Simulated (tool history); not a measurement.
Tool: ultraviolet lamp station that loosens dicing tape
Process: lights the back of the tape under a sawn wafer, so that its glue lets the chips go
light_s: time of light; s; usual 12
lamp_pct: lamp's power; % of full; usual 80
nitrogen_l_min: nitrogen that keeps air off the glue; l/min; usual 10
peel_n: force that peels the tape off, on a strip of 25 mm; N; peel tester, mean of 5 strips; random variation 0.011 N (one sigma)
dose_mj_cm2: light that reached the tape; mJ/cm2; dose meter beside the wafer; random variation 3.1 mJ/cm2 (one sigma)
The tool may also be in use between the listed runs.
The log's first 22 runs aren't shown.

run 23 day=54.162 | light_s=20 lamp_pct=80 nitrogen_l_min=5 | peel_n=0.248 dose_mj_cm2=788
run 24 day=56.792 | light_s=20 lamp_pct=80 nitrogen_l_min=5 | peel_n=0.247 dose_mj_cm2=791
run 25 day=59.283 | light_s=12 lamp_pct=72 nitrogen_l_min=13 | peel_n=0.482 dose_mj_cm2=423
run 26 day=61.167 | light_s=15 lamp_pct=92 nitrogen_l_min=5 | peel_n=0.381 dose_mj_cm2=677
run 27 day=63.562 | light_s=15 lamp_pct=71 nitrogen_l_min=7 | peel_n=0.528 dose_mj_cm2=515
run 28 day=64.979 | light_s=11 lamp_pct=89 nitrogen_l_min=7 | peel_n=0.673 dose_mj_cm2=483
run 29 day=66.988 | light_s=10 lamp_pct=89 nitrogen_l_min=7 | peel_n=0.840 dose_mj_cm2=430
run 30 day=68.283 | light_s=7 lamp_pct=89 nitrogen_l_min=7 | peel_n=1.737 dose_mj_cm2=306
run 31 day=70.438 | light_s=11 lamp_pct=83 nitrogen_l_min=3 | peel_n=1.582 dose_mj_cm2=449
run 32 day=72.167 | light_s=11 lamp_pct=80 nitrogen_l_min=10 | peel_n=0.606 dose_mj_cm2=435
run 33 day=74.254 | light_s=10 lamp_pct=74 nitrogen_l_min=10 | peel_n=0.950 dose_mj_cm2=360
run 34 day=75.846 | light_s=6 lamp_pct=64 nitrogen_l_min=11 | peel_n=2.594 dose_mj_cm2=186
run 35 day=78.625 | light_s=12 lamp_pct=62 nitrogen_l_min=10 | peel_n=0.921 dose_mj_cm2=362
run 36 day=81.554 | light_s=7 lamp_pct=80 nitrogen_l_min=10 | peel_n=1.586 dose_mj_cm2=274
run 37 day=84.300 | light_s=7 lamp_pct=71 nitrogen_l_min=15 | peel_n=1.507 dose_mj_cm2=244
run 38 day=86.771 | light_s=24 lamp_pct=82 nitrogen_l_min=15 | peel_n=0.062 dose_mj_cm2=959
-- day=89.458 window cleaned of glue's vapour
run 39 day=89.838 | light_s=24 lamp_pct=82 nitrogen_l_min=15 | peel_n=0.050 dose_mj_cm2=961
run 40 day=92.167 | light_s=8 lamp_pct=80 nitrogen_l_min=16 | peel_n=0.892 dose_mj_cm2=315
run 41 day=94.838 | light_s=12 lamp_pct=88 nitrogen_l_min=8 | peel_n=0.474 dose_mj_cm2=517
run 42 day=96.388 | light_s=10 lamp_pct=96 nitrogen_l_min=8 | peel_n=0.626 dose_mj_cm2=462

5 ways to go on from here, each from the tool as it stands after run 42. What would each give?
run A day=97.971 | light_s=24 lamp_pct=74 nitrogen_l_min=3 | peel_n=? dose_mj_cm2=?
run B day=97.971 | light_s=8 lamp_pct=68 nitrogen_l_min=4 | peel_n=? dose_mj_cm2=?
run C day=97.971 | light_s=8 lamp_pct=90 nitrogen_l_min=8 | peel_n=? dose_mj_cm2=?
run D day=97.971 | light_s=12 lamp_pct=80 nitrogen_l_min=15 | peel_n=? dose_mj_cm2=?
run E day=97.971 | light_s=21 lamp_pct=65 nitrogen_l_min=10 | peel_n=? dose_mj_cm2=?

run=A peel_n=0.320 dose_mj_cm2=866
run=B peel_n=2.820 dose_mj_cm2=272
run=C peel_n=1.231 dose_mj_cm2=348
run=D peel_n=0.323 dose_mj_cm2=475
run=E peel_n=0.164 dose_mj_cm2=670
Without the tool's hidden state the same runs would have given:
run=A peel_n=0.316 dose_mj_cm2=870
run=B peel_n=2.805 dose_mj_cm2=273
run=C peel_n=1.220 dose_mj_cm2=349
run=D peel_n=0.318 dose_mj_cm2=477
run=E peel_n=0.161 dose_mj_cm2=673
